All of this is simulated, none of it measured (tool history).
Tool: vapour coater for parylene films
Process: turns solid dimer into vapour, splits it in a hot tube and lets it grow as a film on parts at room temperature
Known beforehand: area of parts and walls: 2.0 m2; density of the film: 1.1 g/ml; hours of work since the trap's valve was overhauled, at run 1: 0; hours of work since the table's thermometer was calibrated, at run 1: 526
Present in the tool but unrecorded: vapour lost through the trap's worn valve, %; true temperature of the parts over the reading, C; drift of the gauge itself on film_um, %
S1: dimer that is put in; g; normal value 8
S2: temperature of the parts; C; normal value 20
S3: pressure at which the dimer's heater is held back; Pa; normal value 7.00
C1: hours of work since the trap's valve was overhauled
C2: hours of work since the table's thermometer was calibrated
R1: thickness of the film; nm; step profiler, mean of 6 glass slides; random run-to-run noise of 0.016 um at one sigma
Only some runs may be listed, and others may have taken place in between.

{"run": 1, "hour": 0.0, "S1": 8, "S2": 20, "S3": 7.0, "C1": 0, "C2": 526, "R1": 2120}
{"run": 2, "hour": 12.7, "S1": 8, "S2": 20, "S3": 7.0, "C1": 11, "C2": 536, "R1": 2130}
{"run": 3, "hour": 28.6, "S1": 8, "S2": 20, "S3": 7.0, "C1": 24, "C2": 550, "R1": 2100}
{"run": 4, "hour": 39.6, "S1": 8, "S2": 20, "S3": 7.0, "C1": 33, "C2": 559, "R1": 2080}
{"run": 5, "hour": 59.2, "S1": 8, "S2": 20, "S3": 7.0, "C1": 50, "C2": 576, "R1": 2080}
{"run": 6, "hour": 68.3, "S1": 8, "S2": 20, "S3": 7.0, "C1": 57, "C2": 583, "R1": 2070}
{"run": 7, "hour": 85.8, "S1": 8, "S2": 20, "S3": 7.0, "C1": 72, "C2": 598, "R1": 2070}
{"run": 8, "hour": 96.5, "S1": 8, "S2": 15, "S3": 7.0, "C1": 81, "C2": 607, "R1": 2440}
{"run": 9, "hour": 114.0, "S1": 3, "S2": 20, "S3": 7.0, "C1": 96, "C2": 622, "R1": 790}
{"hour": 116.2, "done": "table's thermometer calibrated"}
{"run": 10, "hour": 128.3, "S1": 3, "S2": 20, "S3": 7.0, "C1": 107, "C2": 10, "R1": 760}
{"run": 11, "hour": 143.4, "S1": 8, "S2": 20, "S3": 4.55, "C1": 120, "C2": 23, "R1": 2230}
{"run": 12, "hour": 159.1, "S1": 8, "S2": 20, "S3": 4.55, "C1": 133, "C2": 36, "R1": 2170}
{"run": 13, "hour": 173.5, "S1": 8, "S2": 20, "S3": 4.55, "C1": 145, "C2": 48, "R1": 2190}
{"run": 14, "hour": 185.3, "S1": 10, "S2": 15, "S3": 5.5, "C1": 155, "C2": 58, "R1": 3090}
{"run": 15, "hour": 194.3, "S1": 10, "S2": 15, "S3": 5.5, "C1": 162, "C2": 66, "R1": 3080}
{"run": 16, "hour": 212.8, "S1": 8, "S2": 21, "S3": 7.49, "C1": 178, "C2": 81, "R1": 1940}
{"hour": 218.6, "done": "table's thermometer calibrated, once more"}
{"run": 17, "hour": 229.1, "S1": 13, "S2": 29, "S3": 2.0, "C1": 191, "C2": 9, "R1": 3140}
{"run": 18, "hour": 245.2, "S1": 9, "S2": 30, "S3": 7.0, "C1": 204, "C2": 22, "R1": 1700}
{"run": 19, "hour": 257.6, "S1": 9, "S2": 15, "S3": 7.0, "C1": 215, "C2": 33, "R1": 2680}
{"run": 20, "hour": 268.8, "S1": 9, "S2": 15, "S3": 7.0, "C1": 224, "C2": 42, "R1": 2680}
{"run": 21, "hour": 282.2, "S1": 8, "S2": 16, "S3": 2.09, "C1": 235, "C2": 53, "R1": 2880}
{"run": 22, "hour": 291.1, "S1": 8, "S2": 16, "S3": 2.09, "C1": 243, "C2": 61, "R1": 2810}
{"run": 23, "hour": 301.9, "S1": 8, "S2": 16, "S3": 2.09, "C1": 252, "C2": 70, "R1": 2860}
{"run": 24, "hour": 318.8, "S1": 8, "S2": 16, "S3": 2.09, "C1": 266, "C2": 84, "R1": 2850}
{"run": 25, "hour": 330.7, "S1": 8, "S2": 20, "S3": 3.1, "C1": 276, "C2": 94, "R1": 2340}
{"run": 26, "hour": 344.0, "S1": 8, "S2": 20, "S3": 3.1, "C1": 287, "C2": 105, "R1": 2340}

For each run, the measured value with the value that run would have given without the tool's hidden condition subtracted. The run-to-run variation is shared by both, the gauge scatter possibly not:
run=1 R1=-40
run=2 R1=-40
run=3 R1=-60
run=4 R1=-50
run=5 R1=-60
run=6 R1=-70
run=7 R1=-70
run=8 R1=-100
run=9 R1=-30
run=10 R1=-40
run=11 R1=-120
run=12 R1=-120
run=13 R1=-140
run=14 R1=-200
run=15 R1=-200
run=16 R1=-130
run=17 R1=-150
run=18 R1=-90
run=19 R1=-150
run=20 R1=-150
run=21 R1=-170
run=22 R1=-170
run=23 R1=-180
run=24 R1=-190
run=25 R1=-160
run=26 R1=-170

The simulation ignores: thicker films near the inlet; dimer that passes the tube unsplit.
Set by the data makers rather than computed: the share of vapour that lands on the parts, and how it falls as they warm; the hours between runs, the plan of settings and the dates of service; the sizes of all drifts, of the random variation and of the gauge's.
